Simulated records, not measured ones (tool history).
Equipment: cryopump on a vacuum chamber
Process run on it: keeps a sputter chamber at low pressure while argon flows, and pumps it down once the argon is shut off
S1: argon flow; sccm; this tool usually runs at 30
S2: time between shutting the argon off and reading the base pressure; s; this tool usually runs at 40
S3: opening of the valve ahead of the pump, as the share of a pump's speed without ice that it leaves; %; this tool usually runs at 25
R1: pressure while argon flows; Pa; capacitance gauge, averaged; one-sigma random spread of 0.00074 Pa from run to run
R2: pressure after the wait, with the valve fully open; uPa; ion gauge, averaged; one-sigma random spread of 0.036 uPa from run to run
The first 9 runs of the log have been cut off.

-- hour=724.7 leaking fittings of the chamber tightened, without venting
run 10 hour=771.0 | S1=30 S2=40 S3=35 | R1=0.1022 R2=2.05
run 11 hour=881.5 | S1=30 S2=40 S3=35 | R1=0.1042 R2=2.16
run 12 hour=948.7 | S1=30 S2=40 S3=53 | R1=0.0713 R2=2.33
run 13 hour=1014.4 | S1=30 S2=40 S3=36 | R1=0.1029 R2=2.38
run 14 hour=1078.6 | S1=30 S2=40 S3=36 | R1=0.1045 R2=2.42
run 15 hour=1199.1 | S1=30 S2=40 S3=25 | R1=0.1491 R2=2.60
-- hour=1262.8 pump warmed up, emptied and cooled again
run 16 hour=1279.3 | S1=30 S2=40 S3=25 | R1=0.1406 R2=2.50
run 17 hour=1361.8 | S1=30 S2=40 S3=25 | R1=0.1395 R2=2.69
run 18 hour=1486.4 | S1=32 S2=59 S3=37 | R1=0.1037 R2=2.11
run 19 hour=1551.3 | S1=30 S2=177 S3=25 | R1=0.1426 R2=1.37
run 20 hour=1671.3 | S1=30 S2=177 S3=25 | R1=0.1447 R2=1.56
run 21 hour=1731.7 | S1=27 S2=46 S3=28 | R1=0.1183 R2=2.76
run 22 hour=1796.0 | S1=30 S2=28 S3=25 | R1=0.1465 R2=3.94
run 23 hour=1894.8 | S1=30 S2=28 S3=25 | R1=0.1480 R2=4.15
-- hour=1922.7 pump warmed up, emptied and cooled again
run 24 hour=1970.3 | S1=17 S2=147 S3=25 | R1=0.0788 R2=1.64
run 25 hour=2045.6 | S1=17 S2=147 S3=25 | R1=0.0804 R2=1.77
run 26 hour=2108.8 | S1=33 S2=40 S3=36 | R1=0.1085 R2=3.20
run 27 hour=2177.1 | S1=29 S2=40 S3=53 | R1=0.0677 R2=3.30
run 28 hour=2246.2 | S1=29 S2=40 S3=53 | R1=0.0681 R2=3.45
run 29 hour=2366.0 | S1=20 S2=40 S3=28 | R1=0.0872 R2=3.65
run 30 hour=2432.1 | S1=17 S2=226 S3=28 | R1=0.0738 R2=2.18
run 31 hour=2512.3 | S1=14 S2=41 S3=35 | R1=0.0502 R2=3.78
-- hour=2565.2 leaking fittings of the chamber tightened, without venting
-- hour=2588.5 pump warmed up, emptied and cooled again
run 32 hour=2645.0 | S1=14 S2=41 S3=35 | R1=0.0464 R2=2.13
run 33 hour=2710.1 | S1=54 S2=30 S3=22 | R1=0.2858 R2=2.84
run 34 hour=2826.6 | S1=34 S2=58 S3=20 | R1=0.1983 R2=1.71

4 options for the next run, each taken on its own from the tool as it stands now. Forecast them:
run A hour=2934.1 | S1=15 S2=88 S3=20 | R1=? R2=?
run B hour=2934.1 | S1=30 S2=86 S3=25 | R1=? R2=?
run C hour=2934.1 | S1=57 S2=271 S3=25 | R1=? R2=?
run D hour=2934.1 | S1=29 S2=101 S3=49 | R1=? R2=?

run=A R1=0.0897 R2=1.43
run=B R1=0.1432 R2=1.44
run=C R1=0.2725 R2=0.85
run=D R1=0.0747 R2=1.31
What these runs would have given with no unlogged condition in the tool:
run=A R1=0.0860 R2=1.06
run=B R1=0.1358 R2=1.07
run=C R1=0.2585 R2=0.48
run=D R1=0.0675 R2=0.94

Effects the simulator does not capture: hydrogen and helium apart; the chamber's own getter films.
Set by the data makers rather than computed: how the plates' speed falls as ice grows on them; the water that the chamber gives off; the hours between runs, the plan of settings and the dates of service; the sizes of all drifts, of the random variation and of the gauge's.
